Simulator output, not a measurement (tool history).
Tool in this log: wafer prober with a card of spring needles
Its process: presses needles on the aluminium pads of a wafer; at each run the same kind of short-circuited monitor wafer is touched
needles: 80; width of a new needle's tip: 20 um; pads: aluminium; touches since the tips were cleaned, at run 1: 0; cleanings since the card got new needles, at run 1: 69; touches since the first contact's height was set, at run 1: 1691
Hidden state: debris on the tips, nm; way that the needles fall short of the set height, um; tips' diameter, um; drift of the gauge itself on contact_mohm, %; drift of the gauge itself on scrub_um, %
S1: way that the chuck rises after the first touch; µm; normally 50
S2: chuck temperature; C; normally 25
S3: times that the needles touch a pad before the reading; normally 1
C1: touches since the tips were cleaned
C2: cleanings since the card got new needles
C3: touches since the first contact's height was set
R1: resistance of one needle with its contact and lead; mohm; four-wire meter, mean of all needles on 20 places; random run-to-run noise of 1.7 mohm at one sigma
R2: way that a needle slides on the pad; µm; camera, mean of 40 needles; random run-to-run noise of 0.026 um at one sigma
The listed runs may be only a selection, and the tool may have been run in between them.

run	hour	S1	S2	S3	C1	C2	C3	R1	R2
1	0	50	25	1	0	69	1691	210	9
# hour 17.9: tips cleaned on abrasive film
# hour 39.8: tips cleaned on abrasive film
# hour 61.9: tips cleaned on abrasive film
2	65.5	50	25	1	1665	72	32056	319	9
# hour 83.4: tips cleaned on abrasive film
# hour 105.7: tips cleaned on abrasive film
# hour 127.8: tips cleaned on abrasive film
3	140.9	50	25	1	6089	75	67063	440	9.01
# hour 149.8: tips cleaned on abrasive film
# hour 171.1: tips cleaned on abrasive film
# hour 192.6: tips cleaned on abrasive film
# hour 214.6: tips cleaned on abrasive film
4	230	50	25	1	7197	79	108398	451	8.9
# hour 234.6: tips cleaned on abrasive film
# hour 256: tips cleaned on abrasive film
# hour 273.9: tips cleaned on abrasive film
5	278.5	50	25	1	2148	82	130858	396	8.89
# hour 292: tips cleaned on abrasive film
# hour 309.9: tips cleaned on abrasive film
# hour 331.9: tips cleaned on abrasive film
6	332.6	50	25	1	306	85	155915	232	8.79
# hour 350.5: tips cleaned on abrasive film
# hour 359.7: height of the first contact set anew
# hour 368.7: tips cleaned on abrasive film
# hour 386.6: tips cleaned on abrasive film
7	387.5	50	25	1	439	88	12882	248	9.03
# hour 405.4: tips cleaned on abrasive film
# hour 427.6: tips cleaned on abrasive film
# hour 445.5: tips cleaned on abrasive film
# hour 467.3: tips cleaned on abrasive film
8	470.9	50	25	1	1679	92	51536	329	8.99
# hour 488.8: tips cleaned on abrasive film
# hour 510.4: tips cleaned on abrasive film
# hour 531.5: tips cleaned on abrasive film
9	542.7	50	25	1	5222	95	84843	446	8.86
# hour 550.9: tips cleaned on abrasive film
# hour 573.2: tips cleaned on abrasive film
# hour 595.4: tips cleaned on abrasive film
# hour 617.8: tips cleaned on abrasive film
10	626.3	67	25	1	4001	99	123638	330	11.9
# hour 639: tips cleaned on abrasive film
# hour 656.9: tips cleaned on abrasive film
# hour 678.2: tips cleaned on abrasive film
# hour 699.5: tips cleaned on abrasive film
11	706.9	50	25	1	3444	103	161000	415	8.81
# hour 720.4: tips cleaned on abrasive film
# hour 720.7: height of the first contact set anew
# hour 743: tips cleaned on abrasive film
12	756.6	50	25	1	6305	105	16674	459	9.01
# hour 761.1: tips cleaned on abrasive film
# hour 782.9: tips cleaned on abrasive film
# hour 805.1: tips cleaned on abrasive film
# hour 823: tips cleaned on abrasive film
13	833.8	50	25	1	5045	109	52481	438	9
# hour 842.8: tips cleaned on abrasive film
# hour 863.7: tips cleaned on abrasive film
# hour 885.7: tips cleaned on abrasive film
# hour 908.1: tips cleaned on abrasive film
14	919	50	25	1	5062	113	91969	462	8.93
# hour 927.1: tips cleaned on abrasive film
# hour 948.8: tips cleaned on abrasive film
# hour 969: tips cleaned on abrasive film
15	969	50	25	1	0	116	115153	206	8.89

Run 16 has not been measured yet. What should we expect?
# hour 991.2: tips cleaned on abrasive film
16	1006.2	30	61	3	6986	117	132424	?	?

{"run 16": {"R1": 488, "R2": 5.28}}
With the hidden condition absent and the run-to-run variation left alone, this run would have shown R1 197 mohm, R2 5.46 µm.
